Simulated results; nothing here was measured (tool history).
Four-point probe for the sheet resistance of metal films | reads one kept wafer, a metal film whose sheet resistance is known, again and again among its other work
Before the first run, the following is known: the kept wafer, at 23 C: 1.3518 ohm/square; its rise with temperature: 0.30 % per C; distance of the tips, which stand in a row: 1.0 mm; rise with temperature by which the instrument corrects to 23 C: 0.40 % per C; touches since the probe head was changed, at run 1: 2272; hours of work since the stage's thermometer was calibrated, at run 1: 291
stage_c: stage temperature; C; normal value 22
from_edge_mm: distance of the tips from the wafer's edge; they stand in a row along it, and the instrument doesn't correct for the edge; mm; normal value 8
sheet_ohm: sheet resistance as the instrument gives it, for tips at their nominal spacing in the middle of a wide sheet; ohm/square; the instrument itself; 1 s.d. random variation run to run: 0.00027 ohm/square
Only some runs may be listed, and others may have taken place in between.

| run | hour | stage_c | from_edge_mm | touches since the probe head was changed | hours of work since the stage's thermometer was calibrated | sheet_ohm |
|---|---|---|---|---|---|---|
| 1 | 0.0 | 22 | 8 | 2272 | 291 | 1.361838 |
| 2 | 57.2 | 22 | 8 | 3669 | 335 | 1.361794 |
| 3 | 160.6 | 22 | 8 | 6195 | 414 | 1.362228 |
| 4 | 240.9 | 22 | 8 | 8156 | 476 | 1.362107 |
| 5 | 329.1 | 22 | 8 | 10310 | 543 | 1.362196 |
| 6 | 394.0 | 22 | 8 | 11895 | 593 | 1.362080 |
| 7 | 502.1 | 22 | 8 | 14535 | 676 | 1.362662 |
| 8 | 573.1 | 22 | 8 | 16269 | 730 | 1.362527 |
| 9 | 667.2 | 22 | 16 | 18568 | 803 | 1.354233 |
| 10 | 723.0 | 35 | 8 | 19929 | 845 | 1.344440 |
| 11 | 821.4 | 35 | 8 | 22335 | 921 | 1.344468 |
| 12 | 923.4 | 20 | 6 | 24826 | 999 | 1.374299 |
|  | 933.2 | stage's thermometer calibrated |
| 13 | 976.8 | 29 | 69 | 26118 | 33 | 1.341351 |
| 14 | 1052.7 | 19 | 4 | 27969 | 92 | 1.400072 |
| 15 | 1116.2 | 22 | 8 | 29520 | 140 | 1.363177 |
| 16 | 1201.5 | 23 | 10 | 31604 | 206 | 1.357201 |
| 17 | 1250.7 | 23 | 10 | 32806 | 243 | 1.357589 |
| 18 | 1338.9 | 26 | 72 | 34960 | 311 | 1.346140 |
|  | 1371.4 | stage's thermometer calibrated, once more |
| 19 | 1416.2 | 26 | 72 | 36835 | 34 | 1.346861 |
| 20 | 1512.9 | 33 | 12 | 39199 | 108 | 1.342531 |

Measured less the same run without the tool's hidden state. The same run-to-run variation is in both; the gauge's scatter may not be:
Hidden state present: inner tips' distance over the nominal, %; tips' flats over new ones', %; wafer's true temperature over the reading, C; drift of the gauge itself on sheet_ohm, %.
| run | sheet_ohm |
|---|---|
| 1 | -0.002937 |
| 2 | -0.002877 |
| 3 | -0.002756 |
| 4 | -0.002666 |
| 5 | -0.002568 |
| 6 | -0.002493 |
| 7 | -0.002382 |
| 8 | -0.002297 |
| 9 | -0.002182 |
| 10 | -0.002083 |
| 11 | -0.001979 |
| 12 | -0.001934 |
| 13 | -0.001964 |
| 14 | -0.001983 |
| 15 | -0.001851 |
| 16 | -0.001752 |
| 17 | -0.001703 |
| 18 | -0.001589 |
| 19 | -0.000602 |
| 20 | -0.000506 |

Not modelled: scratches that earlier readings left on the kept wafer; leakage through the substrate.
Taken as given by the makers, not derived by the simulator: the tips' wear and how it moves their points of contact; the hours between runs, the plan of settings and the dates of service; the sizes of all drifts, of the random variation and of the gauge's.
